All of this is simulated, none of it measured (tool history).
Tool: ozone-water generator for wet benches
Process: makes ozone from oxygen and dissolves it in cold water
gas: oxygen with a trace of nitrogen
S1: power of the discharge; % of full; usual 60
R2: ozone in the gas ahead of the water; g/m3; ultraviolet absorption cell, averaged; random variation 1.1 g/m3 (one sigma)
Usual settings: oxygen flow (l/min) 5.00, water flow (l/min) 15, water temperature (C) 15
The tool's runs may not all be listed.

{"run": 1, "hour": 0.0, "S1": 60, "oxygen flow (l/min)": 5.0, "water flow (l/min)": 15, "water temperature (C)": 15, "dissolved ozone (ppm)": 19.4, "R2": 195.1}
{"run": 2, "hour": 117.5, "S1": 60, "oxygen flow (l/min)": 5.0, "water flow (l/min)": 15, "water temperature (C)": 15, "dissolved ozone (ppm)": 19.7, "R2": 195.0}
{"run": 3, "hour": 223.2, "S1": 60, "oxygen flow (l/min)": 5.0, "water flow (l/min)": 15, "water temperature (C)": 15, "dissolved ozone (ppm)": 19.2, "R2": 192.4}
{"run": 4, "hour": 341.3, "S1": 60, "oxygen flow (l/min)": 5.0, "water flow (l/min)": 15, "water temperature (C)": 15, "dissolved ozone (ppm)": 19.2, "R2": 191.4}
{"run": 5, "hour": 436.9, "S1": 60, "oxygen flow (l/min)": 2.82, "water flow (l/min)": 15, "water temperature (C)": 15, "dissolved ozone (ppm)": 20.1, "R2": 281.4}
{"run": 6, "hour": 522.7, "S1": 60, "oxygen flow (l/min)": 5.0, "water flow (l/min)": 14, "water temperature (C)": 15, "dissolved ozone (ppm)": 20.4, "R2": 192.4}
{"run": 7, "hour": 652.5, "S1": 60, "oxygen flow (l/min)": 5.0, "water flow (l/min)": 14, "water temperature (C)": 15, "dissolved ozone (ppm)": 20.0, "R2": 191.7}
{"hour": 755.2, "done": "water thermometer calibrated"}
{"run": 8, "hour": 794.7, "S1": 60, "oxygen flow (l/min)": 5.0, "water flow (l/min)": 14, "water temperature (C)": 15, "dissolved ozone (ppm)": 20.2, "R2": 189.2}
{"run": 9, "hour": 976.4, "S1": 60, "oxygen flow (l/min)": 5.0, "water flow (l/min)": 14, "water temperature (C)": 15, "dissolved ozone (ppm)": 20.1, "R2": 188.9}
{"run": 10, "hour": 1059.2, "S1": 60, "oxygen flow (l/min)": 5.0, "water flow (l/min)": 14, "water temperature (C)": 15, "dissolved ozone (ppm)": 20.0, "R2": 190.7}
{"run": 11, "hour": 1170.6, "S1": 60, "oxygen flow (l/min)": 5.0, "water flow (l/min)": 14, "water temperature (C)": 15, "dissolved ozone (ppm)": 19.7, "R2": 188.3}
{"run": 12, "hour": 1321.5, "S1": 60, "oxygen flow (l/min)": 5.0, "water flow (l/min)": 14, "water temperature (C)": 15, "dissolved ozone (ppm)": 19.7, "R2": 187.8}
{"run": 13, "hour": 1447.4, "S1": 98, "oxygen flow (l/min)": 5.0, "water flow (l/min)": 14, "water temperature (C)": 15, "dissolved ozone (ppm)": 29.2, "R2": 276.9}
{"run": 14, "hour": 1562.1, "S1": 98, "oxygen flow (l/min)": 5.0, "water flow (l/min)": 14, "water temperature (C)": 15, "dissolved ozone (ppm)": 29.0, "R2": 274.9}
{"run": 15, "hour": 1680.7, "S1": 98, "oxygen flow (l/min)": 5.38, "water flow (l/min)": 14, "water temperature (C)": 15, "dissolved ozone (ppm)": 28.2, "R2": 261.1}
{"run": 16, "hour": 1754.9, "S1": 60, "oxygen flow (l/min)": 5.0, "water flow (l/min)": 15, "water temperature (C)": 15, "dissolved ozone (ppm)": 18.7, "R2": 186.6}
{"run": 17, "hour": 1858.4, "S1": 60, "oxygen flow (l/min)": 5.0, "water flow (l/min)": 15, "water temperature (C)": 15, "dissolved ozone (ppm)": 18.3, "R2": 187.4}
{"run": 18, "hour": 2030.7, "S1": 72, "oxygen flow (l/min)": 7.09, "water flow (l/min)": 15, "water temperature (C)": 10, "dissolved ozone (ppm)": 21.4, "R2": 168.0}
{"run": 19, "hour": 2188.4, "S1": 44, "oxygen flow (l/min)": 2.52, "water flow (l/min)": 10, "water temperature (C)": 23, "dissolved ozone (ppm)": 18.8, "R2": 228.6}
{"run": 20, "hour": 2369.8, "S1": 44, "oxygen flow (l/min)": 2.52, "water flow (l/min)": 10, "water temperature (C)": 23, "dissolved ozone (ppm)": 18.8, "R2": 229.9}
{"run": 21, "hour": 2470.3, "S1": 60, "oxygen flow (l/min)": 5.0, "water flow (l/min)": 15, "water temperature (C)": 7, "dissolved ozone (ppm)": 20.3, "R2": 184.5}
{"run": 22, "hour": 2598.8, "S1": 72, "oxygen flow (l/min)": 7.94, "water flow (l/min)": 17, "water temperature (C)": 8, "dissolved ozone (ppm)": 19.7, "R2": 155.7}
{"run": 23, "hour": 2773.7, "S1": 40, "oxygen flow (l/min)": 5.0, "water flow (l/min)": 15, "water temperature (C)": 15, "dissolved ozone (ppm)": 13.1, "R2": 135.0}
{"run": 24, "hour": 2864.8, "S1": 82, "oxygen flow (l/min)": 5.0, "water flow (l/min)": 15, "water temperature (C)": 8, "dissolved ozone (ppm)": 25.6, "R2": 231.5}
{"run": 25, "hour": 2990.6, "S1": 82, "oxygen flow (l/min)": 5.0, "water flow (l/min)": 15, "water temperature (C)": 8, "dissolved ozone (ppm)": 25.2, "R2": 229.8}
{"run": 26, "hour": 3068.3, "S1": 82, "oxygen flow (l/min)": 5.0, "water flow (l/min)": 14, "water temperature (C)": 8, "dissolved ozone (ppm)": 26.9, "R2": 230.3}
{"run": 27, "hour": 3142.8, "S1": 82, "oxygen flow (l/min)": 7.4, "water flow (l/min)": 14, "water temperature (C)": 7, "dissolved ozone (ppm)": 25.6, "R2": 176.2}
{"run": 28, "hour": 3217.1, "S1": 82, "oxygen flow (l/min)": 7.4, "water flow (l/min)": 14, "water temperature (C)": 7, "dissolved ozone (ppm)": 25.2, "R2": 176.7}
{"run": 29, "hour": 3298.2, "S1": 60, "oxygen flow (l/min)": 5.0, "water flow (l/min)": 18, "water temperature (C)": 10, "dissolved ozone (ppm)": 16.6, "R2": 181.7}
{"run": 30, "hour": 3378.2, "S1": 68, "oxygen flow (l/min)": 4.49, "water flow (l/min)": 16, "water temperature (C)": 18, "dissolved ozone (ppm)": 18.3, "R2": 213.6}
{"run": 31, "hour": 3463.3, "S1": 68, "oxygen flow (l/min)": 7.94, "water flow (l/min)": 15, "water temperature (C)": 7, "dissolved ozone (ppm)": 20.1, "R2": 145.8}
{"hour": 3521.6, "done": "contactor cleaned"}
{"run": 32, "hour": 3575.4, "S1": 68, "oxygen flow (l/min)": 7.94, "water flow (l/min)": 15, "water temperature (C)": 7, "dissolved ozone (ppm)": 21.1, "R2": 144.4}
{"run": 33, "hour": 3673.3, "S1": 60, "oxygen flow (l/min)": 3.09, "water flow (l/min)": 15, "water temperature (C)": 15, "dissolved ozone (ppm)": 18.7, "R2": 248.4}

3 ways to go on from here, each from the tool as it stands after run 33. What would each give?
{"hour": 3749.2, "done": "water thermometer calibrated"}
{"run": "A", "hour": 3749.2, "S1": 60, "oxygen flow (l/min)": 6.56, "water flow (l/min)": 17, "water temperature (C)": 15, "dissolved ozone (ppm)": "?", "R2": "?"}
{"hour": 3749.2, "done": "water thermometer calibrated"}
{"run": "B", "hour": 3749.2, "S1": 60, "oxygen flow (l/min)": 3.09, "water flow (l/min)": 15, "water temperature (C)": 9, "dissolved ozone (ppm)": "?", "R2": "?"}
{"hour": 3749.2, "done": "water thermometer calibrated"}
{"run": "C", "hour": 3749.2, "S1": 60, "oxygen flow (l/min)": 5.39, "water flow (l/min)": 15, "water temperature (C)": 15, "dissolved ozone (ppm)": "?", "R2": "?"}

run=A dissolved_ozone_(ppm)=15.9 R2=149.0
run=B dissolved_ozone_(ppm)=19.8 R2=243.9
run=C dissolved_ozone_(ppm)=18.0 R2=170.2
Without the tool's hidden state the same runs would have given:
run=A dissolved_ozone_(ppm)=17.4 R2=163.0
run=B dissolved_ozone_(ppm)=21.7 R2=266.9
run=C dissolved_ozone_(ppm)=19.8 R2=186.2
